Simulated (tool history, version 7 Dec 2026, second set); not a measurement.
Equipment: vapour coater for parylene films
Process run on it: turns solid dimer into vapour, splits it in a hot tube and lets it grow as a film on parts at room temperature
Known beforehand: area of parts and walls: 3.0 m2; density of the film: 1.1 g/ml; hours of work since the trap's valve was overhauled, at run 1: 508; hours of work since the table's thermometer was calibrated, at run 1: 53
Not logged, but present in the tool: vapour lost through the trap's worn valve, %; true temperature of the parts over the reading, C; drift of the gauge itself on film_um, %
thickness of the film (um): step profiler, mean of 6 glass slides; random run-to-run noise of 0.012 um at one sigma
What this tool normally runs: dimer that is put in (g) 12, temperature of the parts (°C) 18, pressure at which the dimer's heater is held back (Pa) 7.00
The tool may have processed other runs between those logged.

| run | hour | dimer that is put in (g) | temperature of the parts (°C) | pressure at which the dimer's heater is held back (Pa) | hours of work since the trap's valve was overhauled | hours of work since the table's thermometer was calibrated | thickness of the film (um) |
|---|---|---|---|---|---|---|---|
| 1 | 0.0 | 12 | 18 | 7.00 | 508 | 53 | 2.42 |
| 2 | 8.9 | 12 | 18 | 7.00 | 515 | 60 | 2.42 |
| 3 | 16.7 | 12 | 18 | 7.00 | 522 | 67 | 2.41 |
| 4 | 35.1 | 12 | 18 | 4.23 | 537 | 82 | 2.60 |
| 5 | 45.4 | 12 | 18 | 4.23 | 545 | 90 | 2.59 |
| 6 | 63.0 | 12 | 18 | 4.23 | 560 | 105 | 2.57 |
| 7 | 77.9 | 12 | 18 | 4.23 | 572 | 117 | 2.58 |
| 8 | 85.8 | 12 | 18 | 2.01 | 579 | 124 | 2.89 |
| 9 | 103.4 | 12 | 18 | 7.00 | 593 | 138 | 2.38 |
| 10 | 113.2 | 12 | 18 | 7.00 | 601 | 146 | 2.38 |
| 11 | 128.2 | 12 | 18 | 7.00 | 614 | 159 | 2.36 |
| 12 | 138.5 | 12 | 18 | 7.00 | 622 | 167 | 2.38 |
| 13 | 156.9 | 12 | 18 | 7.00 | 637 | 182 | 2.37 |
| 14 | 167.3 | 12 | 18 | 2.16 | 646 | 191 | 2.87 |
| 15 | 177.6 | 12 | 18 | 7.00 | 654 | 199 | 2.36 |
| 16 | 188.4 | 12 | 18 | 7.00 | 663 | 208 | 2.36 |
| 17 | 205.8 | 12 | 18 | 7.00 | 678 | 223 | 2.38 |
| 18 | 214.5 | 12 | 18 | 7.00 | 685 | 230 | 2.37 |
|  | 229.0 | trap's valve overhauled |
| 19 | 229.1 | 12 | 18 | 7.00 | 0 | 239 | 2.56 |
| 20 | 238.4 | 12 | 18 | 9.71 | 8 | 246 | 2.45 |
| 21 | 252.1 | 12 | 18 | 7.00 | 19 | 258 | 2.57 |
| 22 | 265.8 | 12 | 18 | 7.00 | 30 | 269 | 2.56 |
| 23 | 275.8 | 10 | 18 | 7.00 | 39 | 277 | 2.14 |
| 24 | 290.4 | 10 | 25 | 6.23 | 51 | 289 | 1.95 |
| 25 | 307.9 | 10 | 25 | 6.23 | 65 | 304 | 1.92 |
| 26 | 320.8 | 10 | 18 | 6.23 | 76 | 314 | 2.15 |
| 27 | 337.9 | 19 | 18 | 2.34 | 90 | 328 | 4.77 |
| 28 | 348.8 | 7 | 11 | 7.00 | 99 | 337 | 1.65 |
| 29 | 361.5 | 12 | 29 | 9.18 | 109 | 348 | 2.04 |
| 30 | 380.7 | 12 | 29 | 9.18 | 125 | 364 | 2.02 |
| 31 | 396.6 | 11 | 28 | 2.43 | 138 | 377 | 2.33 |
| 32 | 415.5 | 12 | 24 | 7.33 | 154 | 392 | 2.27 |
| 33 | 432.8 | 12 | 24 | 7.33 | 168 | 407 | 2.23 |
| 34 | 443.9 | 12 | 18 | 11.99 | 177 | 416 | 2.32 |
| 35 | 454.9 | 16 | 23 | 7.00 | 186 | 425 | 3.08 |
| 36 | 464.0 | 16 | 23 | 7.00 | 194 | 432 | 3.10 |
| 37 | 474.2 | 12 | 18 | 4.49 | 202 | 441 | 2.69 |
| 38 | 489.7 | 12 | 18 | 4.49 | 215 | 454 | 2.72 |
| 39 | 507.1 | 12 | 12 | 5.29 | 229 | 468 | 2.87 |
| 40 | 524.2 | 12 | 12 | 5.29 | 244 | 482 | 2.87 |
| 41 | 538.9 | 10 | 30 | 9.17 | 256 | 494 | 1.63 |
| 42 | 551.3 | 9 | 13 | 4.03 | 266 | 504 | 2.22 |
| 43 | 562.0 | 9 | 25 | 2.12 | 275 | 513 | 2.01 |
| 44 | 579.3 | 12 | 18 | 3.73 | 289 | 528 | 2.78 |
| 45 | 594.4 | 14 | 19 | 9.12 | 301 | 540 | 2.73 |
| 46 | 603.8 | 6 | 15 | 7.00 | 309 | 548 | 1.30 |

Forecast each of these 5 alternatives for the next run:
| A | 614.3 | 6 | 11 | 8.97 | 318 | 556 | ? |
| B | 614.3 | 10 | 18 | 3.85 | 318 | 556 | ? |
| C | 614.3 | 17 | 18 | 5.18 | 318 | 556 | ? |
| D | 614.3 | 12 | 18 | 8.63 | 318 | 556 | ? |
| E | 614.3 | 6 | 18 | 3.09 | 318 | 556 | ? |

| run | thickness of the film (um) |
|---|---|
| A | 1.35 |
| B | 2.27 |
| C | 3.68 |
| D | 2.43 |
| E | 1.40 |
Stripped of hidden state, with their random variation kept, the same runs would have yielded:
| run | thickness of the film (um) |
|---|---|
| A | 1.40 |
| B | 2.35 |
| C | 3.83 |
| D | 2.52 |
| E | 1.46 |
